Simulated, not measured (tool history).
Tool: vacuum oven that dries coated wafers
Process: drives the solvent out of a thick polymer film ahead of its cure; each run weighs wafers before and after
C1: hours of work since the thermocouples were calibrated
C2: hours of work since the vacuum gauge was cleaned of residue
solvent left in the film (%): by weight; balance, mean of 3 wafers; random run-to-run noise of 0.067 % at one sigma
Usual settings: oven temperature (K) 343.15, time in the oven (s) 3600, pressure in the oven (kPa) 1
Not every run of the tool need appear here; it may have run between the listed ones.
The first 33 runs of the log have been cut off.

run 34 hour=2134.3 | oven_temperature_(K)=343.15 time_in_the_oven_(s)=1920 pressure_in_the_oven_(kPa)=0.69 | C1=535 C2=317 | solvent_left_in_the_film_(%)=6.74
run 35 hour=2215.2 | oven_temperature_(K)=343.15 time_in_the_oven_(s)=4140 pressure_in_the_oven_(kPa)=1 | C1=571 C2=354 | solvent_left_in_the_film_(%)=3.65
run 36 hour=2300.3 | oven_temperature_(K)=339.15 time_in_the_oven_(s)=6300 pressure_in_the_oven_(kPa)=3.36 | C1=610 C2=393 | solvent_left_in_the_film_(%)=6.87
run 37 hour=2388.3 | oven_temperature_(K)=339.15 time_in_the_oven_(s)=6300 pressure_in_the_oven_(kPa)=3.36 | C1=650 C2=433 | solvent_left_in_the_film_(%)=6.82
run 38 hour=2451.1 | oven_temperature_(K)=346.15 time_in_the_oven_(s)=2880 pressure_in_the_oven_(kPa)=1.67 | C1=679 C2=461 | solvent_left_in_the_film_(%)=4.57
run 39 hour=2504.4 | oven_temperature_(K)=343.15 time_in_the_oven_(s)=2940 pressure_in_the_oven_(kPa)=1 | C1=703 C2=486 | solvent_left_in_the_film_(%)=5.09
run 40 hour=2572.1 | oven_temperature_(K)=350.15 time_in_the_oven_(s)=3240 pressure_in_the_oven_(kPa)=1.16 | C1=734 C2=517 | solvent_left_in_the_film_(%)=2.43
run 41 hour=2629.2 | oven_temperature_(K)=337.15 time_in_the_oven_(s)=3420 pressure_in_the_oven_(kPa)=1.16 | C1=760 C2=543 | solvent_left_in_the_film_(%)=7
run 42 hour=2692 | oven_temperature_(K)=354.15 time_in_the_oven_(s)=3600 pressure_in_the_oven_(kPa)=1 | C1=789 C2=571 | solvent_left_in_the_film_(%)=1.27
run 43 hour=2743.8 | oven_temperature_(K)=333.15 time_in_the_oven_(s)=2040 pressure_in_the_oven_(kPa)=1 | C1=812 C2=595 | solvent_left_in_the_film_(%)=9.88
run 44 hour=2786.4 | oven_temperature_(K)=347.15 time_in_the_oven_(s)=5220 pressure_in_the_oven_(kPa)=3.71 | C1=832 C2=614 | solvent_left_in_the_film_(%)=4.7
run 45 hour=2876.6 | oven_temperature_(K)=343.15 time_in_the_oven_(s)=2040 pressure_in_the_oven_(kPa)=1.34 | C1=873 C2=655 | solvent_left_in_the_film_(%)=6.84
run 46 hour=2925.7 | oven_temperature_(K)=334.15 time_in_the_oven_(s)=3180 pressure_in_the_oven_(kPa)=1.41 | C1=895 C2=678 | solvent_left_in_the_film_(%)=8.58
run 47 hour=2966.8 | oven_temperature_(K)=334.15 time_in_the_oven_(s)=3180 pressure_in_the_oven_(kPa)=1.41 | C1=914 C2=696 | solvent_left_in_the_film_(%)=8.63
run 48 hour=3047.7 | oven_temperature_(K)=334.15 time_in_the_oven_(s)=2400 pressure_in_the_oven_(kPa)=1.41 | C1=951 C2=733 | solvent_left_in_the_film_(%)=9.4

Consider 3 possible next runs. They are alternatives, not a sequence: every one starts from the tool as it was left by run 48. What does each give?
run A hour=3122.5 | oven_temperature_(K)=339.15 time_in_the_oven_(s)=3780 pressure_in_the_oven_(kPa)=3.23 | C1=985 C2=767 | solvent_left_in_the_film_(%)=?
run B hour=3122.5 | oven_temperature_(K)=343.15 time_in_the_oven_(s)=3720 pressure_in_the_oven_(kPa)=1 | C1=985 C2=767 | solvent_left_in_the_film_(%)=?
run C hour=3122.5 | oven_temperature_(K)=338.15 time_in_the_oven_(s)=2400 pressure_in_the_oven_(kPa)=2.4 | C1=985 C2=767 | solvent_left_in_the_film_(%)=?

run=A solvent_left_in_the_film_(%)=7.93
run=B solvent_left_in_the_film_(%)=4.03
run=C solvent_left_in_the_film_(%)=8.98
With the hidden condition removed and each run's random variation left untouched, the same runs would have given:
run=A solvent_left_in_the_film_(%)=8.45
run=B solvent_left_in_the_film_(%)=4.48
run=C solvent_left_in_the_film_(%)=9.43

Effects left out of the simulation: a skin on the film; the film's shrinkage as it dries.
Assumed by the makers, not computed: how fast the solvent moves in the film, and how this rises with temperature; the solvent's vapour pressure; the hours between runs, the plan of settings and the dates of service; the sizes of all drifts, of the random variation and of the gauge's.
